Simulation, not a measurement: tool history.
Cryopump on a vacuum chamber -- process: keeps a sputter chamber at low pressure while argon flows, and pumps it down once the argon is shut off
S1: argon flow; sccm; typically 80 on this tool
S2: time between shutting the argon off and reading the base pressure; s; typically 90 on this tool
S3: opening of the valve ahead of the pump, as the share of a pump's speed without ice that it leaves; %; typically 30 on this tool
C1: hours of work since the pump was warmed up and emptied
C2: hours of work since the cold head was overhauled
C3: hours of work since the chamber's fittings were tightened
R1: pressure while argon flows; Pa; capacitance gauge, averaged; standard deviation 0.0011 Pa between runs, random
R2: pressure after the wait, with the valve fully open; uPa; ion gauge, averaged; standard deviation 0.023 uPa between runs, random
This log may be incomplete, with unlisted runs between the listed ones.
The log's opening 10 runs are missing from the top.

run     day   S1   S2  S3   C1    C2    C3      R1    R2
 11  30.229   80   90  48  183  1586   329  0.1735  0.94
 12  32.129   80   90  18  204  1606   350  0.4476  0.97
 13  34.379   80   90  18  228  1630   374  0.4451  0.98
 14  37.462   80   90  18  261  1663   407  0.4475  1.02
 15  39.454   80   90  30  282  1685   429  0.2725  1.00
 16  42.883   80   90  30  319  1722   465  0.2751  1.02
 17  47.279   80   90  22  366  1769   513  0.3738  1.03
 18  50.471   51  197  49  401  1803   547  0.1168  0.66
     53.946  -- pump warmed up, emptied and cooled again
 19  55.029   51  197  49   12  1850   594  0.1032  0.57
 20  58.125   70   66  15   45  1883   627  0.4563  1.22
 21  61.688   70   66  15   83  1921   665  0.4562  1.23
 22  64.379   61  134  30  112  1950   694  0.2021  0.83
 23  68.225   75  134  22  153  1992   735  0.3401  0.81
 24  71.562  121   53  22  189  2027   771  0.5534  1.50
 25  74.212  121  182  18  218  2056   800  0.6718  0.72
 26  77.542   80  215  41  253  2092   835  0.2047  0.73
 27  79.754   39  154  30  277  2116   859  0.1342  0.83
 28  82.638   39  154  30  308  2146   890  0.1352  0.84
 29  86.729  126   90  17  352  2190   934  0.7539  1.15
 30  90.821   80   22  34  396  2234   978  0.2525  3.04
 31  92.800   80   32  34  417  2256   999  0.2569  2.28
     94.712  -- pump warmed up, emptied and cooled again
 32  97.125   68   32  40   26  2300  1044  0.1675  2.18
 33  99.012  117  150  19   46  2320  1064  0.6024  0.79

What if the next run were any one of these 3? Each begins from the tool's condition after run 33:
  A  101.883  117  170  56  77  2351  1095   ?   ?
  B  101.883  120   84  26  77  2351  1095   ?   ?
  C  101.883  127   90  30  77  2351  1095   ?   ?

run      R1    R2
  A  0.2108  0.82
  B  0.4542  1.15
  C  0.4196  1.05
Stripped of hidden state, with their random variation kept, the same runs would have yielded:
run      R1    R2
  A  0.2023  0.52
  B  0.4455  0.85
  C  0.4104  0.76
